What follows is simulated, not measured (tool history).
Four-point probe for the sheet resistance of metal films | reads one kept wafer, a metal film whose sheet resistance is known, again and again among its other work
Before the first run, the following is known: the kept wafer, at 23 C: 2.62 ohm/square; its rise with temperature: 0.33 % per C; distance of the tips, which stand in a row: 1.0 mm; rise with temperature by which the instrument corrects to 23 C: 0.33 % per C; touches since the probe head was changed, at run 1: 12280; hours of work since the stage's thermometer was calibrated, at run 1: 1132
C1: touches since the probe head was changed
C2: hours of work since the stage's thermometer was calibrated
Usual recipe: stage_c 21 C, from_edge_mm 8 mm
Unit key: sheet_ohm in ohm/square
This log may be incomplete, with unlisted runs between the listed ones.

run 1 hour=0.0 | stage_c=21 from_edge_mm=8 | C1=12280 C2=1132 | sheet_ohm=2.627665
run 2 hour=16.9 | stage_c=27 from_edge_mm=8 | C1=12568 C2=1143 | sheet_ohm=2.627792
run 3 hour=36.8 | stage_c=21 from_edge_mm=8 | C1=12906 C2=1157 | sheet_ohm=2.627737
run 4 hour=47.6 | stage_c=21 from_edge_mm=3 | C1=13090 C2=1164 | sheet_ohm=2.752895
run 5 hour=63.3 | stage_c=21 from_edge_mm=8 | C1=13357 C2=1175 | sheet_ohm=2.627426
run 6 hour=80.0 | stage_c=21 from_edge_mm=8 | C1=13641 C2=1186 | sheet_ohm=2.627431
run 7 hour=99.8 | stage_c=28 from_edge_mm=8 | C1=13977 C2=1199 | sheet_ohm=2.628557
run 8 hour=113.7 | stage_c=28 from_edge_mm=8 | C1=14214 C2=1209 | sheet_ohm=2.628746
run 9 hour=123.3 | stage_c=21 from_edge_mm=8 | C1=14377 C2=1215 | sheet_ohm=2.627532
run 10 hour=139.5 | stage_c=20 from_edge_mm=42 | C1=14652 C2=1226 | sheet_ohm=2.605651
run 11 hour=152.0 | stage_c=20 from_edge_mm=24 | C1=14864 C2=1235 | sheet_ohm=2.607749
run 12 hour=163.7 | stage_c=33 from_edge_mm=10 | C1=15064 C2=1242 | sheet_ohm=2.620211
run 13 hour=182.8 | stage_c=33 from_edge_mm=10 | C1=15389 C2=1255 | sheet_ohm=2.619570
-- hour=185.3 stage's thermometer calibrated
run 14 hour=202.0 | stage_c=32 from_edge_mm=43 | C1=15706 C2=11 | sheet_ohm=2.605235
run 15 hour=212.4 | stage_c=19 from_edge_mm=8 | C1=15882 C2=18 | sheet_ohm=2.625469
run 16 hour=228.5 | stage_c=19 from_edge_mm=8 | C1=16156 C2=29 | sheet_ohm=2.624739
run 17 hour=248.9 | stage_c=23 from_edge_mm=42 | C1=16503 C2=43 | sheet_ohm=2.603616
run 18 hour=269.9 | stage_c=23 from_edge_mm=42 | C1=16860 C2=57 | sheet_ohm=2.603179

Branching from run 18: 3 alternative next runs. What would each branch give?
-- hour=284.5 stage's thermometer calibrated, once more
run A hour=290.8 | stage_c=31 from_edge_mm=8 | C1=17208 C2=4 | sheet_ohm=?
-- hour=284.5 stage's thermometer calibrated, once more
run B hour=290.8 | stage_c=23 from_edge_mm=6 | C1=17208 C2=4 | sheet_ohm=?
-- hour=284.5 stage's thermometer calibrated, once more
run C hour=290.8 | stage_c=29 from_edge_mm=8 | C1=17208 C2=4 | sheet_ohm=?

run=A sheet_ohm=2.631018
run=B sheet_ohm=2.647314
run=C sheet_ohm=2.631229
The same runs, with their run-to-run variation unchanged, on a tool lacking any hidden condition would have given:
run=A sheet_ohm=2.641781
run=B sheet_ohm=2.658119
run=C sheet_ohm=2.641988
